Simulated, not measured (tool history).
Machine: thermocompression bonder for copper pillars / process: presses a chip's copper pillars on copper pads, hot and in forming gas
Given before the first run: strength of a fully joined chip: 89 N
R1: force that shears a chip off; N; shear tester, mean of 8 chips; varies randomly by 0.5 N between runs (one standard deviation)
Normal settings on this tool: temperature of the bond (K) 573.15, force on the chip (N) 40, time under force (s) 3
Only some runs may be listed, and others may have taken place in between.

Run 1, hour 0.0: usual settings. Result: R1 31.6 N.
Run 2, hour 10.9: usual settings. Result: R1 33.5 N.
Run 3, hour 21.0: usual settings. Result: R1 33.5 N.
Run 4, hour 33.0: usual settings but temperature of the bond (K) 575.15. Result: R1 34.5 N.
Run 5, hour 48.1: usual settings but time under force (s) 4. Result: R1 36.9 N.
Run 6, hour 60.6: usual settings. Result: R1 33.3 N.
Run 7, hour 67.3: usual settings. Result: R1 33.1 N.
Run 8, hour 79.8: usual settings. Result: R1 32.3 N.
Run 9, hour 94.1: usual settings. Result: R1 33.9 N.
Run 10, hour 105.8: usual settings. Result: R1 32.3 N.
Run 11, hour 112.7: usual settings. Result: R1 33.5 N.
Run 12, hour 126.3: usual settings but force on the chip (N) 29. Result: R1 23.3 N.
Run 13, hour 135.3: usual settings but force on the chip (N) 29. Result: R1 23.0 N.
Run 14, hour 147.3: usual settings but force on the chip (N) 29. Result: R1 22.6 N.
Run 15, hour 160.3: usual settings. Result: R1 32.6 N.
Run 16, hour 169.3: usual settings. Result: R1 32.7 N.
Run 17, hour 183.0: usual settings. Result: R1 33.6 N.
Run 18, hour 195.9: usual settings but time under force (s) 2. Result: R1 28.7 N.
Run 19, hour 206.1: usual settings but time under force (s) 2. Result: R1 27.7 N.
Run 20, hour 220.4: usual settings but time under force (s) 2. Result: R1 27.9 N.
Run 21, hour 227.1: usual settings but time under force (s) 2. Result: R1 28.4 N.
Run 22, hour 238.5: usual settings but temperature of the bond (K) 551.15, force on the chip (N) 43, time under force (s) 2. Result: R1 21.5 N.
Run 23, hour 246.2: usual settings but temperature of the bond (K) 551.15, force on the chip (N) 43, time under force (s) 2. Result: R1 22.0 N.
Run 24, hour 257.3: usual settings but temperature of the bond (K) 577.15, force on the chip (N) 51. Result: R1 44.4 N.
At hour 259.7: force cell calibrated.
Run 25, hour 271.7: usual settings but temperature of the bond (K) 565.15, force on the chip (N) 51. Result: R1 39.0 N.
Run 26, hour 280.2: usual settings but temperature of the bond (K) 591.15, force on the chip (N) 27. Result: R1 26.9 N.
Run 27, hour 287.7: usual settings but temperature of the bond (K) 602.15. Result: R1 47.4 N.
Run 28, hour 300.7: usual settings but temperature of the bond (K) 602.15, force on the chip (N) 35. Result: R1 41.0 N.
Run 29, hour 307.6: usual settings but force on the chip (N) 31. Result: R1 25.7 N.
Run 30, hour 314.5: usual settings but force on the chip (N) 31. Result: R1 26.3 N.
Run 31, hour 323.2: usual settings but temperature of the bond (K) 556.15. Result: R1 26.7 N.
Run 32, hour 332.7: usual settings but force on the chip (N) 53, time under force (s) 6. Result: R1 57.0 N.
At hour 343.5: force cell calibrated, once more.
Run 33, hour 346.5: usual settings but force on the chip (N) 53. Result: R1 41.5 N.
Run 34, hour 360.6: usual settings but temperature of the bond (K) 591.15, force on the chip (N) 30, time under force (s) 2. Result: R1 25.2 N.
Run 35, hour 373.7: usual settings but force on the chip (N) 41. Result: R1 31.9 N.
Run 36, hour 380.9: usual settings but force on the chip (N) 41. Result: R1 32.2 N.
Run 37, hour 395.5: usual settings but force on the chip (N) 41. Result: R1 31.8 N.
Run 38, hour 405.2: usual settings but force on the chip (N) 48, time under force (s) 6. Result: R1 49.2 N.
Run 39, hour 416.9: usual settings but time under force (s) 2. Result: R1 27.3 N.

Each row is a separate what-if for the run after 39, all from the same tool condition, not one after another. Results?
Run A, hour 431.6: usual settings but temperature of the bond (K) 595.15, force on the chip (N) 38, time under force (s) 2. Result: R1 ?.
Run B, hour 431.6: usual settings but temperature of the bond (K) 560.15, force on the chip (N) 46, time under force (s) 2. Result: R1 ?.
Run C, hour 431.6: usual settings but temperature of the bond (K) 600.15, time under force (s) 2. Result: R1 ?.
Run D, hour 431.6: usual settings but temperature of the bond (K) 581.15, force on the chip (N) 32. Result: R1 ?.

run    R1
  A  33.4
  B  26.3
  C  38.1
  D  27.6
With no hidden state in the tool, these same runs would have given:
run    R1
  A  33.6
  B  26.4
  C  38.5
  D  27.8
